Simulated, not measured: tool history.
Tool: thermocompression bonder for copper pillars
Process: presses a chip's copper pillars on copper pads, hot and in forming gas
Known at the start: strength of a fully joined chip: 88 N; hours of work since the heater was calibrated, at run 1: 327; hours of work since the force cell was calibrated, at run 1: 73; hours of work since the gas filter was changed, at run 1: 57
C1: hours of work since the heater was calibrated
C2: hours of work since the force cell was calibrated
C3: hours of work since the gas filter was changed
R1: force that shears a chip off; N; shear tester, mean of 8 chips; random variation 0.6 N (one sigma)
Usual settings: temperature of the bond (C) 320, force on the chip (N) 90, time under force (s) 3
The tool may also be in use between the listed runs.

run 1 hour=0.0 | temperature_of_the_bond_(C)=320 force_on_the_chip_(N)=90 time_under_force_(s)=3 | C1=327 C2=73 C3=57 | R1=64.2
run 2 hour=9.1 | temperature_of_the_bond_(C)=320 force_on_the_chip_(N)=90 time_under_force_(s)=3 | C1=331 C2=78 C3=61 | R1=64.6
run 3 hour=14.6 | temperature_of_the_bond_(C)=327 force_on_the_chip_(N)=90 time_under_force_(s)=3 | C1=333 C2=80 C3=64 | R1=66.3
run 4 hour=21.4 | temperature_of_the_bond_(C)=327 force_on_the_chip_(N)=90 time_under_force_(s)=3 | C1=336 C2=83 C3=67 | R1=67.4
run 5 hour=27.7 | temperature_of_the_bond_(C)=291 force_on_the_chip_(N)=90 time_under_force_(s)=3 | C1=339 C2=86 C3=70 | R1=50.9
run 6 hour=36.0 | temperature_of_the_bond_(C)=296 force_on_the_chip_(N)=90 time_under_force_(s)=3 | C1=343 C2=90 C3=73 | R1=53.2
run 7 hour=40.9 | temperature_of_the_bond_(C)=316 force_on_the_chip_(N)=90 time_under_force_(s)=3 | C1=345 C2=92 C3=76 | R1=62.0
run 8 hour=46.5 | temperature_of_the_bond_(C)=320 force_on_the_chip_(N)=90 time_under_force_(s)=2 | C1=348 C2=95 C3=78 | R1=57.5
run 9 hour=53.9 | temperature_of_the_bond_(C)=296 force_on_the_chip_(N)=90 time_under_force_(s)=2 | C1=351 C2=98 C3=82 | R1=47.0
run 10 hour=62.6 | temperature_of_the_bond_(C)=320 force_on_the_chip_(N)=90 time_under_force_(s)=2 | C1=355 C2=102 C3=86 | R1=57.5
run 11 hour=70.1 | temperature_of_the_bond_(C)=320 force_on_the_chip_(N)=84 time_under_force_(s)=3 | C1=358 C2=105 C3=89 | R1=61.2
run 12 hour=76.6 | temperature_of_the_bond_(C)=320 force_on_the_chip_(N)=103 time_under_force_(s)=3 | C1=361 C2=108 C3=92 | R1=70.2
run 13 hour=85.9 | temperature_of_the_bond_(C)=320 force_on_the_chip_(N)=90 time_under_force_(s)=3 | C1=366 C2=112 C3=96 | R1=64.0
run 14 hour=90.5 | temperature_of_the_bond_(C)=320 force_on_the_chip_(N)=90 time_under_force_(s)=3 | C1=368 C2=114 C3=98 | R1=64.2
run 15 hour=99.8 | temperature_of_the_bond_(C)=320 force_on_the_chip_(N)=90 time_under_force_(s)=3 | C1=372 C2=119 C3=102 | R1=64.1
run 16 hour=107.3 | temperature_of_the_bond_(C)=320 force_on_the_chip_(N)=114 time_under_force_(s)=6 | C1=375 C2=122 C3=106 | R1=81.4
run 17 hour=117.4 | temperature_of_the_bond_(C)=320 force_on_the_chip_(N)=114 time_under_force_(s)=6 | C1=380 C2=127 C3=110 | R1=79.7
run 18 hour=123.4 | temperature_of_the_bond_(C)=302 force_on_the_chip_(N)=56 time_under_force_(s)=2 | C1=383 C2=129 C3=113 | R1=30.2
run 19 hour=133.7 | temperature_of_the_bond_(C)=302 force_on_the_chip_(N)=56 time_under_force_(s)=2 | C1=387 C2=134 C3=118 | R1=30.4
run 20 hour=142.4 | temperature_of_the_bond_(C)=302 force_on_the_chip_(N)=56 time_under_force_(s)=2 | C1=391 C2=138 C3=122 | R1=30.7
run 21 hour=147.6 | temperature_of_the_bond_(C)=302 force_on_the_chip_(N)=56 time_under_force_(s)=2 | C1=394 C2=140 C3=124 | R1=29.5
run 22 hour=153.8 | temperature_of_the_bond_(C)=302 force_on_the_chip_(N)=56 time_under_force_(s)=2 | C1=396 C2=143 C3=127 | R1=30.4
run 23 hour=160.1 | temperature_of_the_bond_(C)=313 force_on_the_chip_(N)=90 time_under_force_(s)=2 | C1=399 C2=146 C3=130 | R1=55.8
run 24 hour=170.4 | temperature_of_the_bond_(C)=320 force_on_the_chip_(N)=57 time_under_force_(s)=8 | C1=404 C2=151 C3=134 | R1=58.4
run 25 hour=176.0 | temperature_of_the_bond_(C)=337 force_on_the_chip_(N)=57 time_under_force_(s)=8 | C1=407 C2=153 C3=137 | R1=67.1
run 26 hour=183.1 | temperature_of_the_bond_(C)=337 force_on_the_chip_(N)=57 time_under_force_(s)=8 | C1=410 C2=157 C3=140 | R1=67.0
run 27 hour=193.3 | temperature_of_the_bond_(C)=323 force_on_the_chip_(N)=60 time_under_force_(s)=8 | C1=414 C2=161 C3=145 | R1=61.8
run 28 hour=200.8 | temperature_of_the_bond_(C)=320 force_on_the_chip_(N)=90 time_under_force_(s)=6 | C1=418 C2=165 C3=148 | R1=74.6

5 ways to go on from here, each from the tool as it stands after run 28. What would each give?
run A hour=205.7 | temperature_of_the_bond_(C)=320 force_on_the_chip_(N)=90 time_under_force_(s)=2 | C1=420 C2=167 C3=150 | R1=?
run B hour=205.7 | temperature_of_the_bond_(C)=320 force_on_the_chip_(N)=56 time_under_force_(s)=3 | C1=420 C2=167 C3=150 | R1=?
run C hour=205.7 | temperature_of_the_bond_(C)=320 force_on_the_chip_(N)=95 time_under_force_(s)=2 | C1=420 C2=167 C3=150 | R1=?
run D hour=205.7 | temperature_of_the_bond_(C)=320 force_on_the_chip_(N)=90 time_under_force_(s)=2 | C1=420 C2=167 C3=150 | R1=?
run E hour=205.7 | temperature_of_the_bond_(C)=338 force_on_the_chip_(N)=90 time_under_force_(s)=2 | C1=420 C2=167 C3=150 | R1=?

run=A R1=59.0
run=B R1=42.2
run=C R1=60.4
run=D R1=56.8
run=E R1=66.2
Without the tool's hidden state the same runs would have given:
run=A R1=59.1
run=B R1=42.3
run=C R1=60.5
run=D R1=56.9
run=E R1=66.3

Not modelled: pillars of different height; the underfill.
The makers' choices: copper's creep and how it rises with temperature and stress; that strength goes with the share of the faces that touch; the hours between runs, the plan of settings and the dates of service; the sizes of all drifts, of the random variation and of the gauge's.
